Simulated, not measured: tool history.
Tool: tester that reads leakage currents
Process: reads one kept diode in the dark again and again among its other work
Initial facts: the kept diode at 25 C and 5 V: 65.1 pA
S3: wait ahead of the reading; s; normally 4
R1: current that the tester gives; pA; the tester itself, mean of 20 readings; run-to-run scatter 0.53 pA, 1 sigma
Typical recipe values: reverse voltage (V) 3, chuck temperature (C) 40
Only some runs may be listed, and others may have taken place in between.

Run 1, hour 0: usual settings. Result: R1 187.92 pA.
Run 2, hour 89.7: usual settings. Result: R1 188.45 pA.
Run 3, hour 175: usual settings but chuck temperature (C) 24. Result: R1 54.56 pA.
At hour 212.2: chuck's temperature calibrated.
Run 4, hour 270.1: usual settings but chuck temperature (C) 24, S3 4.61 s. Result: R1 50.19 pA.
Run 5, hour 337.9: usual settings but chuck temperature (C) 24, S3 4.61 s. Result: R1 50.18 pA.
At hour 376.2: probe card cleaned and baked.
Run 6, hour 391.2: usual settings. Result: R1 173.82 pA.
Run 7, hour 458.7: usual settings. Result: R1 174.95 pA.
Run 8, hour 538.5: usual settings but S3 1.25 s. Result: R1 176.92 pA.
Run 9, hour 639.4: usual settings but S3 1.25 s. Result: R1 179.06 pA.
Run 10, hour 732.6: usual settings but reverse voltage (V) 10.8, S3 1.25 s. Result: R1 310.87 pA.
Run 11, hour 801.6: usual settings but reverse voltage (V) 10.8, S3 1.25 s. Result: R1 312.38 pA.
Run 12, hour 861.6: usual settings but reverse voltage (V) 10.8, S3 1.25 s. Result: R1 314.15 pA.
Run 13, hour 934.9: usual settings. Result: R1 182.08 pA.
Run 14, hour 1011.9: usual settings. Result: R1 183.37 pA.
Run 15, hour 1115.9: usual settings. Result: R1 184.79 pA.
Run 16, hour 1170.1: usual settings. Result: R1 185.22 pA.
Run 17, hour 1230.1: usual settings but S3 1.5 s. Result: R1 186.77 pA.
At hour 1242.5: chuck's temperature calibrated.
Run 18, hour 1321.7: usual settings but S3 1.5 s. Result: R1 172.48 pA.
Run 19, hour 1375.7: usual settings but S3 1.5 s. Result: R1 173.64 pA.
Run 20, hour 1425.6: usual settings but S3 1.5 s. Result: R1 174.21 pA.
Run 21, hour 1506.3: usual settings but S3 1.5 s. Result: R1 174.99 pA.
Run 22, hour 1560.4: usual settings but chuck temperature (C) 58. Result: R1 643.3 pA.
Run 23, hour 1651: usual settings but chuck temperature (C) 58, S3 0.99 s. Result: R1 646.56 pA.
Run 24, hour 1702.3: usual settings but reverse voltage (V) 4.35, chuck temperature (C) 59, S3 0.4 s. Result: R1 812.94 pA.
Run 25, hour 1802.4: usual settings but S3 4.48 s. Result: R1 180.43 pA.
Run 26, hour 1911.9: usual settings but reverse voltage (V) 3.44, chuck temperature (C) 23, S3 7.02 s. Result: R1 49.53 pA.
Run 27, hour 2017.9: usual settings but reverse voltage (V) 13.72, chuck temperature (C) 23, S3 1.63 s. Result: R1 94.13 pA.
Run 28, hour 2110.7: usual settings but reverse voltage (V) 13.72, chuck temperature (C) 23, S3 1.63 s. Result: R1 94.73 pA.
Run 29, hour 2157.3: usual settings but reverse voltage (V) 3.32, chuck temperature (C) 21, S3 8.54 s. Result: R1 42.29 pA.
Run 30, hour 2236.7: usual settings but reverse voltage (V) 7.93, chuck temperature (C) 55, S3 0.58 s. Result: R1 835.01 pA.
At hour 2272.8: chuck's temperature calibrated.
Run 31, hour 2311.8: usual settings but reverse voltage (V) 7.93, chuck temperature (C) 44, S3 0.66 s. Result: R1 354.93 pA.
Run 32, hour 2386.7: usual settings but reverse voltage (V) 3.13, chuck temperature (C) 42, S3 4.84 s. Result: R1 206.02 pA.
Run 33, hour 2449.4: usual settings but reverse voltage (V) 7.26, chuck temperature (C) 26, S3 6.13 s. Result: R1 85.49 pA.
Run 34, hour 2557.6: usual settings but reverse voltage (V) 7.26, chuck temperature (C) 26, S3 6.13 s. Result: R1 85.92 pA.
Run 35, hour 2641.9: usual settings but reverse voltage (V) 2.33, S3 0.68 s. Result: R1 159.15 pA.
Run 36, hour 2720.6: usual settings but reverse voltage (V) 3.15, chuck temperature (C) 22, S3 2.01 s. Result: R1 44.03 pA.
Run 37, hour 2805: usual settings but reverse voltage (V) 2.68, chuck temperature (C) 21, S3 0.7 s. Result: R1 38.24 pA.
Run 38, hour 2852.9: usual settings but reverse voltage (V) 2.99, chuck temperature (C) 49, S3 2.96 s. Result: R1 350.16 pA.

Each row is a separate what-if for the run after 38, all from the same tool condition, not one after another. Results?
Run A, hour 2936.8: usual settings but reverse voltage (V) 11.02, chuck temperature (C) 29, S3 0.79 s. Result: R1 ?.
Run B, hour 2936.8: usual settings but reverse voltage (V) 10.37, chuck temperature (C) 29, S3 0.85 s. Result: R1 ?.
Run C, hour 2936.8: usual settings but reverse voltage (V) 9.43. Result: R1 ?.
Run D, hour 2936.8: usual settings but S3 1.39 s. Result: R1 ?.

run      R1
  A  139.16
  B  135.81
  C  296.73
  D  182.88
Stripped of hidden state, with their random variation kept, the same runs would have yielded:
run      R1
  A  130.54
  B   127.5
  C  284.34
  D   176.3

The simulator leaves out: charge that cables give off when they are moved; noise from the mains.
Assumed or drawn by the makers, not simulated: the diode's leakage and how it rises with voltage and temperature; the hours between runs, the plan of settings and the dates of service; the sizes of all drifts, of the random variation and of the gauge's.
